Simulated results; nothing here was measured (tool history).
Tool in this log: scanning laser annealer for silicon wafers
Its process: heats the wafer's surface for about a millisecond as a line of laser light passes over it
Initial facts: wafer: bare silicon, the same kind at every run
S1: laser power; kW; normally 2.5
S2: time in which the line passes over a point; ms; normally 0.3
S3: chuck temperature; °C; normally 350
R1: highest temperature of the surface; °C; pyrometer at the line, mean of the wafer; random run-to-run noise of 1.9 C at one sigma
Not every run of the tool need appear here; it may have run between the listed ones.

run,day,S1,S2,S3,R1
1,0,2.5,0.3,350,1100
2,0.917,2.5,0.331,350,1134
3,1.446,2.5,0.331,350,1132
4,1.938,2.5,0.331,350,1131
5,2.683,2.5,0.331,350,1129
6,3.429,2.232,0.283,317,964
7,4.1,2.232,0.283,317,963
8,5.188,2.615,0.283,382,1144
9,5.821,2.542,0.225,316,983
10,6.825,2.59,0.369,322,1165

Alternative continuations, all from the tool just after run 10; predict every row:
A,7.6,2.45,0.369,322,?
B,7.6,2.448,0.3,315,?
C,7.6,2.131,0.296,347,?
D,7.6,2.59,0.369,390,?

run,R1
A,1121
B,1043
C,976
D,1237
Without the tool's unlogged condition, the same runs would have read:
run,R1
A,1138
B,1058
C,989
D,1255

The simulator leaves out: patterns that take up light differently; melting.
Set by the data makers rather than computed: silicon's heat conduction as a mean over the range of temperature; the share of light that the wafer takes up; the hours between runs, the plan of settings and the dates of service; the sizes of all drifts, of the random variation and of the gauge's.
